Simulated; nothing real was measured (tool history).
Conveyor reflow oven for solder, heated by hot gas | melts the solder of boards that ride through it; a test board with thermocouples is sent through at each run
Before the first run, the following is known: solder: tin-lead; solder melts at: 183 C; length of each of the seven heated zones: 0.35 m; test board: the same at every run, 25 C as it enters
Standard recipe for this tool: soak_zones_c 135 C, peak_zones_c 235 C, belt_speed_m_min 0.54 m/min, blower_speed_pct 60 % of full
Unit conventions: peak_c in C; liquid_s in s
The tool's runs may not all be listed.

run 1 hour=0 | soak_zones_c=135 peak_zones_c=235 belt_speed_m_min=0.54 blower_speed_pct=60 | peak_c=209.3 liquid_s=48.6
run 2 hour=46.5 | soak_zones_c=135 peak_zones_c=235 belt_speed_m_min=0.54 blower_speed_pct=60 | peak_c=209.1 liquid_s=48.6
run 3 hour=97.8 | soak_zones_c=135 peak_zones_c=235 belt_speed_m_min=0.54 blower_speed_pct=60 | peak_c=208.7 liquid_s=47.1
run 4 hour=144.1 | soak_zones_c=135 peak_zones_c=235 belt_speed_m_min=0.54 blower_speed_pct=60 | peak_c=207.8 liquid_s=47.4
run 5 hour=190.5 | soak_zones_c=135 peak_zones_c=235 belt_speed_m_min=0.606 blower_speed_pct=60 | peak_c=203.3 liquid_s=35.4
run 6 hour=239.4 | soak_zones_c=135 peak_zones_c=235 belt_speed_m_min=0.606 blower_speed_pct=60 | peak_c=202.7 liquid_s=35.5
run 7 hour=290.5 | soak_zones_c=135 peak_zones_c=235 belt_speed_m_min=0.54 blower_speed_pct=77 | peak_c=212.5 liquid_s=52.4
run 8 hour=329.6 | soak_zones_c=135 peak_zones_c=235 belt_speed_m_min=0.54 blower_speed_pct=77 | peak_c=212 liquid_s=52.4
-- hour=338.4 flux residue cleaned out of gas plates and filters
run 9 hour=383.3 | soak_zones_c=135 peak_zones_c=235 belt_speed_m_min=0.54 blower_speed_pct=77 | peak_c=212 liquid_s=51.7
-- hour=401.1 belt drive overhauled, speed set with a stopwatch
run 10 hour=438.9 | soak_zones_c=135 peak_zones_c=235 belt_speed_m_min=0.54 blower_speed_pct=77 | peak_c=210.2 liquid_s=49.7
run 11 hour=478.6 | soak_zones_c=135 peak_zones_c=235 belt_speed_m_min=0.461 blower_speed_pct=60 | peak_c=211.6 liquid_s=59.5
run 12 hour=514.3 | soak_zones_c=135 peak_zones_c=235 belt_speed_m_min=0.489 blower_speed_pct=60 | peak_c=208.6 liquid_s=53.3
-- hour=550.4 thermocouples of zones 6 and 7 changed
run 13 hour=554.9 | soak_zones_c=135 peak_zones_c=235 belt_speed_m_min=0.489 blower_speed_pct=60 | peak_c=211 liquid_s=55.3
run 14 hour=592.8 | soak_zones_c=135 peak_zones_c=235 belt_speed_m_min=0.489 blower_speed_pct=60 | peak_c=211 liquid_s=55.4
-- hour=641.9 flux residue cleaned out of gas plates and filters, once more
run 15 hour=654 | soak_zones_c=135 peak_zones_c=235 belt_speed_m_min=0.489 blower_speed_pct=60 | peak_c=214.4 liquid_s=59.2
run 16 hour=704.6 | soak_zones_c=125 peak_zones_c=235 belt_speed_m_min=0.54 blower_speed_pct=60 | peak_c=208.5 liquid_s=44.2
run 17 hour=734.7 | soak_zones_c=140 peak_zones_c=235 belt_speed_m_min=0.54 blower_speed_pct=55 | peak_c=210.3 liquid_s=50.9
run 18 hour=790.6 | soak_zones_c=135 peak_zones_c=242 belt_speed_m_min=0.529 blower_speed_pct=75 | peak_c=222.4 liquid_s=61
run 19 hour=844.6 | soak_zones_c=135 peak_zones_c=237 belt_speed_m_min=0.54 blower_speed_pct=52 | peak_c=208 liquid_s=47.1
run 20 hour=895.9 | soak_zones_c=135 peak_zones_c=237 belt_speed_m_min=0.54 blower_speed_pct=52 | peak_c=208.2 liquid_s=46.2
run 21 hour=934 | soak_zones_c=140 peak_zones_c=236 belt_speed_m_min=0.54 blower_speed_pct=53 | peak_c=208 liquid_s=49
run 22 hour=987.3 | soak_zones_c=140 peak_zones_c=225 belt_speed_m_min=0.519 blower_speed_pct=53 | peak_c=201.1 liquid_s=42.2
run 23 hour=1017.4 | soak_zones_c=140 peak_zones_c=225 belt_speed_m_min=0.552 blower_speed_pct=53 | peak_c=199.5 liquid_s=35.2
run 24 hour=1045.9 | soak_zones_c=140 peak_zones_c=225 belt_speed_m_min=0.552 blower_speed_pct=53 | peak_c=199.9 liquid_s=35.6
run 25 hour=1095.8 | soak_zones_c=131 peak_zones_c=235 belt_speed_m_min=0.54 blower_speed_pct=59 | peak_c=207.4 liquid_s=44.3
run 26 hour=1131.1 | soak_zones_c=145 peak_zones_c=230 belt_speed_m_min=0.483 blower_speed_pct=67 | peak_c=212.2 liquid_s=62.6
run 27 hour=1174.1 | soak_zones_c=135 peak_zones_c=247 belt_speed_m_min=0.507 blower_speed_pct=60 | peak_c=220.2 liquid_s=63.7
run 28 hour=1226.2 | soak_zones_c=149 peak_zones_c=235 belt_speed_m_min=0.442 blower_speed_pct=60 | peak_c=218.2 liquid_s=76.7
-- hour=1245.9 flux residue cleaned out of gas plates and filters
run 29 hour=1263.2 | soak_zones_c=149 peak_zones_c=235 belt_speed_m_min=0.442 blower_speed_pct=60 | peak_c=219.8 liquid_s=79

Each row is a separate what-if for the run after 29, all from the same tool condition, not one after another. Results?
run A hour=1299.7 | soak_zones_c=140 peak_zones_c=228 belt_speed_m_min=0.442 blower_speed_pct=61 | peak_c=? liquid_s=?
run B hour=1299.7 | soak_zones_c=149 peak_zones_c=235 belt_speed_m_min=0.627 blower_speed_pct=60 | peak_c=? liquid_s=?
run C hour=1299.7 | soak_zones_c=149 peak_zones_c=225 belt_speed_m_min=0.442 blower_speed_pct=59 | peak_c=? liquid_s=?
run D hour=1299.7 | soak_zones_c=148 peak_zones_c=235 belt_speed_m_min=0.54 blower_speed_pct=61 | peak_c=? liquid_s=?

run=A peak_c=212.3 liquid_s=67.1
run=B peak_c=208 liquid_s=44.5
run=C peak_c=210.1 liquid_s=70.5
run=D peak_c=212.8 liquid_s=58.4
The same runs, with their run-to-run variation unchanged, on a tool lacking any hidden condition would have given:
run=A peak_c=213.7 liquid_s=68.1
run=B peak_c=209.2 liquid_s=45.4
run=C peak_c=211.5 liquid_s=71.4
run=D peak_c=214.1 liquid_s=59.2
